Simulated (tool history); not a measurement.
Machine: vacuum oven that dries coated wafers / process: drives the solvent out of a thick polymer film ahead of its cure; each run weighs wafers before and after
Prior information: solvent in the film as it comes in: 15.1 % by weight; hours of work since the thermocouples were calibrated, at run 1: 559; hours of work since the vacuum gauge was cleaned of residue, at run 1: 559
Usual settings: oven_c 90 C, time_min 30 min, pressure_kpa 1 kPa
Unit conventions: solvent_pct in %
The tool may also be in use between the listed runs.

run,hour,oven_c,time_min,pressure_kpa,hours of work since the thermocouples were calibrated,hours of work since the vacuum gauge was cleaned of residue,solvent_pct
1,0,90,30,1,559,559,3.35
2,24.9,90,30,1,573,573,3.42
3,53.5,90,30,1,588,588,3.42
4,73.2,90,30,1,599,599,3.44
5,101.3,90,30,1,614,614,3.45
6,123.7,90,30,1,626,626,3.48
7,146.8,90,30,1,639,639,3.48
8,165.8,78,30,1,649,649,6.25
9,191.9,90,30,1,663,663,3.44
10,220.5,90,20,1,679,679,5.04
11,233.2,101,19,1.96,686,686,3.67
12,253.4,101,19,1.96,697,697,3.69
13,278.9,97,18,2.94,711,711,5.38
14,291.3,77,18,2.32,717,717,9.76
15,305.2,77,38,0.95,725,725,5.47

The next listed run, before its measurement:
16,334.2,90,22,1.85,741,741,?

{"run 16": {"solvent_pct": 5.51}}
Minus the tool's unlogged condition, the same run would have read solvent_pct 5.1 %.
